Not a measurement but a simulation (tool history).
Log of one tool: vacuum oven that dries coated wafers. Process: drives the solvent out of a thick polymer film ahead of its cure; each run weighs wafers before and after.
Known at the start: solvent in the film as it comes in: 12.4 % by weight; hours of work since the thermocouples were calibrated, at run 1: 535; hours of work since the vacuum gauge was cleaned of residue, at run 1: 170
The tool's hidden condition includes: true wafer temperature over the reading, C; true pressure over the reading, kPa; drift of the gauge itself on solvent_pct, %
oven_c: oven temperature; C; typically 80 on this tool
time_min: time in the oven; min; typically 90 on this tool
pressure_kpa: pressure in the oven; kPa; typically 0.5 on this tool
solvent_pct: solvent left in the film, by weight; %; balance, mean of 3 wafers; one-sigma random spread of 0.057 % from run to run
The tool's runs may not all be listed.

run	hour	oven_c	time_min	pressure_kpa	hours of work since the thermocouples were calibrated	hours of work since the vacuum gauge was cleaned of residue	solvent_pct
1	0	80	90	0.5	535	170	2.99
2	15	80	90	0.5	542	176	3.02
3	23.5	80	90	0.5	545	180	3.18
4	34	80	90	0.5	550	185	3.11
5	49	80	90	0.5	557	191	2.93
6	57.6	80	90	0.5	560	195	2.94
7	73.1	80	90	0.5	567	202	3.02
8	80.7	80	90	0.5	570	205	3.01
9	88.7	80	90	0.5	574	209	2.95
10	100.7	80	90	0.5	579	214	3.06
11	116.4	80	90	0.5	586	221	3.08
12	126.8	80	90	0.5	590	225	3.07
13	136.4	80	90	0.5	595	229	3.12
14	147.4	80	90	0.5	599	234	3.06
15	160.5	80	90	0.5	605	240	3.13
16	176.2	80	90	0.5	612	247	3.02
17	192.5	84	90	0.5	619	254	2.02
18	202.7	84	90	0.5	624	258	2.1
19	215.4	76	90	0.5	629	264	4.17
20	226.1	76	90	0.5	634	269	4.15
21	238.9	76	90	0.5	639	274	4.26
22	251.2	83	45	0.823	645	280	4.92
23	258.2	79	115	0.5	648	283	2.58
24	266.1	87	46	0.261	651	286	3.16
25	276.6	74	46	0.261	656	291	6.71
26	283.3	83	54	0.5	659	294	3.9
27	291.3	76	90	0.378	662	297	4.08
28	303.8	84	90	1.421	668	302	3
29	312.4	84	90	1.421	672	306	3.14
30	326.8	79	90	0.369	678	313	3.17
31	340.6	90	59	0.303	684	319	1.77
32	351.9	89	71	0.352	689	323	1.52
33	364.3	88	146	0.352	694	329	0.54
34	376.2	88	49	0.78	699	334	3.15
35	390.4	88	49	0.78	706	340	3.14
36	398.7	73	113	0.5	709	344	4.37
37	414.7	67	48	0.558	716	351	8.44

Measured less the same run without the tool's hidden state. The same run-to-run variation is in both; the gauge's scatter may not be:
run	solvent_pct
1	+0.37
2	+0.38
3	+0.38
4	+0.38
5	+0.38
6	+0.39
7	+0.39
8	+0.4
9	+0.4
10	+0.4
11	+0.4
12	+0.4
13	+0.41
14	+0.42
15	+0.42
16	+0.42
17	+0.35
18	+0.36
19	+0.47
20	+0.47
21	+0.48
22	+0.46
23	+0.42
24	+0.43
25	+0.4
26	+0.46
27	+0.49
28	+0.4
29	+0.41
30	+0.48
31	+0.35
32	+0.32
33	+0.13
34	+0.45
35	+0.46
36	+0.56
37	+0.37
